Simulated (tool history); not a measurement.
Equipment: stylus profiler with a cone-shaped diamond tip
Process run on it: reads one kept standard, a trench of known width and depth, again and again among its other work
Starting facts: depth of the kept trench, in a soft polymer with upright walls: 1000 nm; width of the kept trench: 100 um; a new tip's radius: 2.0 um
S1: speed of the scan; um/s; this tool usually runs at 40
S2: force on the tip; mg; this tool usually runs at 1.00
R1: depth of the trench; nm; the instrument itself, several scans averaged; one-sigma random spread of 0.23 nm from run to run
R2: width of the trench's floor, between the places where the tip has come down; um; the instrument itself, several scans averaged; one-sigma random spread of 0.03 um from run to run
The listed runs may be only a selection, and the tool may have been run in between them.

{"run": 1, "hour": 0.0, "S1": 40, "S2": 1.0, "R1": 1004.09, "R2": 94.27}
{"run": 2, "hour": 55.2, "S1": 40, "S2": 1.0, "R1": 1003.9, "R2": 94.2}
{"run": 3, "hour": 164.2, "S1": 40, "S2": 1.0, "R1": 1003.37, "R2": 94.14}
{"run": 4, "hour": 262.0, "S1": 40, "S2": 2.42, "R1": 1009.63, "R2": 94.31}
{"run": 5, "hour": 333.4, "S1": 40, "S2": 1.0, "R1": 1002.83, "R2": 94.11}
{"hour": 349.0, "done": "height scale calibrated on a step standard"}
{"hour": 357.6, "done": "new tip fitted, height scale calibrated"}
{"run": 6, "hour": 438.6, "S1": 40, "S2": 1.0, "R1": 1007.99, "R2": 96.06}
{"run": 7, "hour": 516.9, "S1": 40, "S2": 1.0, "R1": 1007.3, "R2": 96.07}
{"run": 8, "hour": 584.3, "S1": 40, "S2": 1.0, "R1": 1007.9, "R2": 95.98}
{"run": 9, "hour": 640.7, "S1": 40, "S2": 1.0, "R1": 1007.36, "R2": 95.94}
{"run": 10, "hour": 742.5, "S1": 40, "S2": 0.51, "R1": 1004.41, "R2": 95.68}
{"hour": 771.6, "done": "height scale calibrated on a step standard, once more"}
{"run": 11, "hour": 835.9, "S1": 40, "S2": 0.67, "R1": 1005.98, "R2": 95.76}
{"run": 12, "hour": 891.2, "S1": 104, "S2": 1.0, "R1": 1007.69, "R2": 95.22}
{"run": 13, "hour": 942.1, "S1": 26, "S2": 1.0, "R1": 1007.63, "R2": 95.86}
{"run": 14, "hour": 1039.4, "S1": 26, "S2": 1.0, "R1": 1007.61, "R2": 95.88}
{"run": 15, "hour": 1103.4, "S1": 26, "S2": 1.0, "R1": 1007.68, "R2": 95.82}
{"run": 16, "hour": 1152.7, "S1": 35, "S2": 1.0, "R1": 1007.24, "R2": 95.69}
{"run": 17, "hour": 1233.6, "S1": 40, "S2": 0.42, "R1": 1002.97, "R2": 95.31}
{"run": 18, "hour": 1309.7, "S1": 40, "S2": 0.42, "R1": 1002.86, "R2": 95.31}
{"run": 19, "hour": 1397.6, "S1": 15, "S2": 2.04, "R1": 1011.0, "R2": 95.77}
{"run": 20, "hour": 1472.8, "S1": 105, "S2": 1.15, "R1": 1007.02, "R2": 94.86}
{"run": 21, "hour": 1573.0, "S1": 13, "S2": 0.74, "R1": 1004.7, "R2": 95.56}
{"run": 22, "hour": 1681.9, "S1": 64, "S2": 2.11, "R1": 1010.44, "R2": 95.3}
{"run": 23, "hour": 1743.9, "S1": 89, "S2": 2.11, "R1": 1010.39, "R2": 95.04}
{"run": 24, "hour": 1787.9, "S1": 56, "S2": 0.54, "R1": 1002.24, "R2": 94.9}
{"run": 25, "hour": 1881.4, "S1": 56, "S2": 0.54, "R1": 1002.04, "R2": 94.88}
{"run": 26, "hour": 1989.1, "S1": 34, "S2": 0.52, "R1": 1001.53, "R2": 95.1}
{"run": 27, "hour": 2070.1, "S1": 45, "S2": 2.02, "R1": 1009.15, "R2": 95.16}
{"run": 28, "hour": 2147.8, "S1": 28, "S2": 2.23, "R1": 1009.56, "R2": 95.27}
{"run": 29, "hour": 2230.4, "S1": 33, "S2": 0.84, "R1": 1002.69, "R2": 95.05}
{"run": 30, "hour": 2324.7, "S1": 33, "S2": 0.84, "R1": 1002.17, "R2": 95.02}
{"run": 31, "hour": 2392.5, "S1": 44, "S2": 0.37, "R1": 999.19, "R2": 94.6}
{"run": 32, "hour": 2477.4, "S1": 26, "S2": 0.52, "R1": 999.67, "R2": 94.92}
{"run": 33, "hour": 2527.2, "S1": 26, "S2": 0.65, "R1": 1000.25, "R2": 94.92}
{"run": 34, "hour": 2595.3, "S1": 62, "S2": 0.83, "R1": 1001.09, "R2": 94.55}
{"hour": 2696.8, "done": "height scale calibrated on a step standard"}
{"run": 35, "hour": 2697.6, "S1": 84, "S2": 0.82, "R1": 1007.16, "R2": 94.26}

Branching from run 35: 4 alternative next runs. What would each branch give?
{"run": "A", "hour": 2785.0, "S1": 10, "S2": 0.78, "R1": "?", "R2": "?"}
{"run": "B", "hour": 2785.0, "S1": 10, "S2": 0.43, "R1": "?", "R2": "?"}
{"run": "C", "hour": 2785.0, "S1": 82, "S2": 0.44, "R1": "?", "R2": "?"}
{"run": "D", "hour": 2785.0, "S1": 150, "S2": 0.6, "R1": "?", "R2": "?"}

run=A R1=1006.78 R2=95.02
run=B R1=1004.30 R2=95.02
run=C R1=1004.89 R2=93.96
run=D R1=1005.91 R2=93.25
With no hidden state in the tool, these same runs would have given:
run=A R1=1007.05 R2=96.41
run=B R1=1004.56 R2=96.41
run=C R1=1005.16 R2=95.35
run=D R1=1006.17 R2=94.64
